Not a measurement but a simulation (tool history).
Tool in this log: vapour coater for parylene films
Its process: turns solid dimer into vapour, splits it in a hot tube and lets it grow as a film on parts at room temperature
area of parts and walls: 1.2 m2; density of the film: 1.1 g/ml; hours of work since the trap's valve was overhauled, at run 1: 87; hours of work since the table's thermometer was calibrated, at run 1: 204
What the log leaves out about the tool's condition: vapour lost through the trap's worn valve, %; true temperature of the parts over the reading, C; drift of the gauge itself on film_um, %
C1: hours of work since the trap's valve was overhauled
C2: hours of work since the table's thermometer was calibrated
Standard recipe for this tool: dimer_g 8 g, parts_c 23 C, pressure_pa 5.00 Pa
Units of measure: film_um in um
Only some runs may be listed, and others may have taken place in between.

{"run": 1, "hour": 0.0, "dimer_g": 8, "parts_c": 23, "pressure_pa": 5.0, "C1": 87, "C2": 204, "film_um": 3.86}
{"run": 2, "hour": 8.2, "dimer_g": 8, "parts_c": 23, "pressure_pa": 5.0, "C1": 92, "C2": 208, "film_um": 3.84}
{"run": 3, "hour": 17.3, "dimer_g": 11, "parts_c": 23, "pressure_pa": 5.0, "C1": 97, "C2": 213, "film_um": 5.28}
{"run": 4, "hour": 32.5, "dimer_g": 11, "parts_c": 23, "pressure_pa": 5.0, "C1": 105, "C2": 222, "film_um": 5.28}
{"run": 5, "hour": 42.2, "dimer_g": 8, "parts_c": 23, "pressure_pa": 5.0, "C1": 110, "C2": 227, "film_um": 3.84}
{"run": 6, "hour": 53.2, "dimer_g": 5, "parts_c": 23, "pressure_pa": 5.0, "C1": 116, "C2": 233, "film_um": 2.4}
{"run": 7, "hour": 59.8, "dimer_g": 8, "parts_c": 23, "pressure_pa": 5.0, "C1": 120, "C2": 237, "film_um": 3.85}
{"run": 8, "hour": 70.2, "dimer_g": 8, "parts_c": 23, "pressure_pa": 5.0, "C1": 126, "C2": 242, "film_um": 3.85}
{"run": 9, "hour": 79.5, "dimer_g": 8, "parts_c": 23, "pressure_pa": 5.0, "C1": 131, "C2": 248, "film_um": 3.85}
{"run": 10, "hour": 87.4, "dimer_g": 8, "parts_c": 23, "pressure_pa": 5.0, "C1": 135, "C2": 252, "film_um": 3.85}
{"run": 11, "hour": 99.7, "dimer_g": 8, "parts_c": 23, "pressure_pa": 5.0, "C1": 142, "C2": 259, "film_um": 3.86}
{"run": 12, "hour": 115.3, "dimer_g": 8, "parts_c": 23, "pressure_pa": 5.0, "C1": 151, "C2": 267, "film_um": 3.84}
{"run": 13, "hour": 127.9, "dimer_g": 8, "parts_c": 23, "pressure_pa": 5.0, "C1": 157, "C2": 274, "film_um": 3.83}
{"run": 14, "hour": 139.6, "dimer_g": 8, "parts_c": 23, "pressure_pa": 5.0, "C1": 164, "C2": 281, "film_um": 3.81}
{"run": 15, "hour": 146.5, "dimer_g": 8, "parts_c": 23, "pressure_pa": 5.0, "C1": 168, "C2": 285, "film_um": 3.85}
{"run": 16, "hour": 159.2, "dimer_g": 4, "parts_c": 24, "pressure_pa": 4.77, "C1": 175, "C2": 291, "film_um": 1.87}
{"run": 17, "hour": 165.9, "dimer_g": 4, "parts_c": 24, "pressure_pa": 4.77, "C1": 178, "C2": 295, "film_um": 1.87}
{"run": 18, "hour": 177.0, "dimer_g": 4, "parts_c": 24, "pressure_pa": 4.77, "C1": 184, "C2": 301, "film_um": 1.85}
{"run": 19, "hour": 189.4, "dimer_g": 8, "parts_c": 31, "pressure_pa": 5.0, "C1": 191, "C2": 308, "film_um": 2.9}
{"run": 20, "hour": 198.1, "dimer_g": 8, "parts_c": 31, "pressure_pa": 5.0, "C1": 196, "C2": 313, "film_um": 2.91}
{"run": 21, "hour": 206.5, "dimer_g": 5, "parts_c": 23, "pressure_pa": 5.0, "C1": 201, "C2": 318, "film_um": 2.42}
{"run": 22, "hour": 217.6, "dimer_g": 6, "parts_c": 16, "pressure_pa": 5.0, "C1": 207, "C2": 324, "film_um": 3.68}

Predict the results of run 23:
{"run": 23, "hour": 227.6, "dimer_g": 6, "parts_c": 16, "pressure_pa": 5.0, "C1": 212, "C2": 329, "film_um": "?"}

film_um: 3.66 um
Were there no unlogged condition in the tool, this run, its random variation unchanged, would have produced film_um 3.66 um.
